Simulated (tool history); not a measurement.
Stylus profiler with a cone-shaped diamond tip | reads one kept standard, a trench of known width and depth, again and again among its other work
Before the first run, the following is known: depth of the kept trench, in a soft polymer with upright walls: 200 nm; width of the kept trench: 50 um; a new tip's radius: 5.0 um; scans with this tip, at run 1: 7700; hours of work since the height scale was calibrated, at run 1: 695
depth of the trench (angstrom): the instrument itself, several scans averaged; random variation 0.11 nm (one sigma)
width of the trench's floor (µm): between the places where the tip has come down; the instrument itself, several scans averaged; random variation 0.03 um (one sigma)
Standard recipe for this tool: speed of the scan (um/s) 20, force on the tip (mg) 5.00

run,hour,speed of the scan (um/s),force on the tip (mg),scans with this tip,hours of work since the height scale was calibrated,depth of the trench (angstrom),width of the trench's floor (µm)
1,0.0,20,5.00,7700,695,2017.7,46.08
2,52.3,20,5.00,7985,721,2018.2,46.06
3,132.4,20,5.00,8421,760,2019.6,46.02
4,186.5,55,5.00,8716,787,2017.3,45.87
5,266.8,55,5.00,9154,826,2016.9,45.78
6,342.7,20,5.00,9568,863,2016.2,45.87
7,456.6,20,5.00,10189,919,2016.4,45.86
8,510.5,20,5.00,10483,946,2014.9,45.76
9,567.7,20,5.00,10795,974,2015.0,45.79
10,648.1,20,5.00,11233,1014,2013.9,45.73
11,759.1,20,5.00,11839,1068,2013.4,45.72
12,860.5,20,5.00,12392,1118,2015.1,45.66

Run 13 has not been measured yet. What should we expect?
13,914.7,28,2.55,12688,1145,?,?

Run 13 yielded depth of the trench (angstrom) 2005.4, width of the trench's floor (µm) 45.49.
If the tool had no hidden condition, the same run with the same run-to-run variation would have returned depth of the trench (angstrom) 2016.7, width of the trench's floor (µm) 47.02.
